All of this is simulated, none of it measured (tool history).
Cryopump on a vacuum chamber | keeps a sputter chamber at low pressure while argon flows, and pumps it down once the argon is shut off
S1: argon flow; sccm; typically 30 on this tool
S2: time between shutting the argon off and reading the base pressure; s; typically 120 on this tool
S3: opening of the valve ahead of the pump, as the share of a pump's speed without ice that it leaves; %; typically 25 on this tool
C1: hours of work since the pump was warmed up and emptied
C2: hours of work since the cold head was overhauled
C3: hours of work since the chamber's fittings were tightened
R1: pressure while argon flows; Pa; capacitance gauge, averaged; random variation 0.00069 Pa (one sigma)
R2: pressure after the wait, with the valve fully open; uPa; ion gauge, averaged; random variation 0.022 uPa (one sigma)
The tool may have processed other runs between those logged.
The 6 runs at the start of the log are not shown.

Run 7, hour 489.4: usual settings but S1 32 sccm; C1 110; C2 1021; C3 1162. Result: R1 0.1288 Pa, R2 1.43 uPa.
Run 8, hour 569.7: usual settings but S1 32 sccm; C1 178; C2 1089; C3 1229. Result: R1 0.1302 Pa, R2 1.48 uPa.
Run 9, hour 672.0: usual settings but S1 32 sccm; C1 264; C2 1175; C3 1315. Result: R1 0.1287 Pa, R2 1.51 uPa.
Run 10, hour 785.6: usual settings but S1 32 sccm; C1 360; C2 1271; C3 1411. Result: R1 0.1306 Pa, R2 1.62 uPa.
Run 11, hour 855.3: usual settings but S1 32 sccm; C1 419; C2 1329; C3 1470. Result: R1 0.1312 Pa, R2 1.68 uPa.
Run 12, hour 979.0: usual settings but S2 185 s; C1 523; C2 1434; C3 1574. Result: R1 0.1225 Pa, R2 1.60 uPa.
Run 13, hour 1053.0: usual settings but S2 185 s; C1 585; C2 1496; C3 1637. Result: R1 0.1237 Pa, R2 1.66 uPa.
Run 14, hour 1177.3: usual settings but S1 26 sccm; C1 690; C2 1601; C3 1741. Result: R1 0.1069 Pa, R2 1.97 uPa.
Run 15, hour 1291.7: usual settings but S3 24 %; C1 786; C2 1697; C3 1838. Result: R1 0.1297 Pa, R2 2.12 uPa.
Run 16, hour 1385.5: usual settings but S2 184 s, S3 24 %; C1 865; C2 1776; C3 1917. Result: R1 0.1307 Pa, R2 1.95 uPa.
At hour 1439.5: pump warmed up, emptied and cooled again.
Run 17, hour 1513.5: usual settings but S2 184 s, S3 24 %; C1 62; C2 1880; C3 2020. Result: R1 0.1252 Pa, R2 1.76 uPa.
Run 18, hour 1582.8: usual settings but S1 32 sccm, S2 184 s, S3 24 %; C1 121; C2 1938; C3 2079. Result: R1 0.1334 Pa, R2 1.82 uPa.
Run 19, hour 1663.2: usual settings but S1 32 sccm, S2 184 s, S3 24 %; C1 189; C2 2006; C3 2147. Result: R1 0.1344 Pa, R2 1.98 uPa.
Run 20, hour 1717.9: usual settings but S1 34 sccm, S2 184 s, S3 24 %; C1 235; C2 2052; C3 2193. Result: R1 0.1433 Pa, R2 1.98 uPa.
Run 21, hour 1818.7: usual settings but S1 34 sccm, S2 255 s, S3 24 %; C1 320; C2 2137; C3 2278. Result: R1 0.1427 Pa, R2 2.00 uPa.
Run 22, hour 1935.0: usual settings but S3 26 %; C1 418; C2 2235; C3 2376. Result: R1 0.1179 Pa, R2 2.33 uPa.
Run 23, hour 2015.8: usual settings but S3 20 %; C1 486; C2 2303; C3 2444. Result: R1 0.1542 Pa, R2 2.40 uPa.

What does the tool deliver on the next run?
Run 24, hour 2135.2: usual settings but S3 20 %; C1 586; C2 2404; C3 2545. Result: R1 ?, R2 ?.

R1: 0.1547 Pa
R2: 2.43 uPa
If the tool had no hidden condition, the same run with the same run-to-run variation would have returned R1 0.1503 Pa, R2 0.68 uPa.
